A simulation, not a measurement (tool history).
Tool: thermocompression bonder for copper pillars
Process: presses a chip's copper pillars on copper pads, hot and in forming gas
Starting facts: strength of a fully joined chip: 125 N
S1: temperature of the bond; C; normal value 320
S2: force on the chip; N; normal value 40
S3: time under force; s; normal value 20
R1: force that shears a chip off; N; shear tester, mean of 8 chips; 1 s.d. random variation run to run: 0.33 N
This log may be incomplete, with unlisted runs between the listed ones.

run 1 day=0 | S1=320 S2=40 S3=20 | R1=90.1
run 2 day=1.262 | S1=320 S2=33 S3=20 | R1=83.2
run 3 day=3.138 | S1=320 S2=35 S3=20 | R1=85.5
run 4 day=4.179 | S1=320 S2=40 S3=58 | R1=110.5
run 5 day=5.179 | S1=336 S2=40 S3=20 | R1=101.7
run 6 day=6.271 | S1=336 S2=40 S3=20 | R1=100.6
-- day=7.867 forming gas filter changed
run 7 day=8.333 | S1=331 S2=40 S3=20 | R1=98.7
run 8 day=9.892 | S1=320 S2=30 S3=20 | R1=79.8
-- day=10.712 force cell calibrated
run 9 day=12.058 | S1=349 S2=40 S3=20 | R1=109.7
run 10 day=13.2 | S1=349 S2=40 S3=20 | R1=109.2
run 11 day=14.279 | S1=336 S2=40 S3=20 | R1=102.7
-- day=15.996 forming gas filter changed
run 12 day=16.254 | S1=348 S2=49 S3=14 | R1=109.1
run 13 day=18.346 | S1=333 S2=57 S3=11 | R1=100.2
run 14 day=19.871 | S1=332 S2=31 S3=10 | R1=75.4
run 15 day=21.512 | S1=332 S2=31 S3=10 | R1=75.2
run 16 day=22.912 | S1=320 S2=47 S3=18 | R1=95
-- day=23.967 forming gas filter changed
run 17 day=24.196 | S1=340 S2=39 S3=26 | R1=109.4
run 18 day=25.638 | S1=304 S2=30 S3=11 | R1=55.5
run 19 day=26.867 | S1=304 S2=30 S3=11 | R1=55.3

Forecast run 20:
run 20 day=29.104 | S1=320 S2=40 S3=10 | R1=?

For run 20 the tool returned R1 76.2 N.
With no hidden state in the tool, this same run would have given R1 74.7 N.
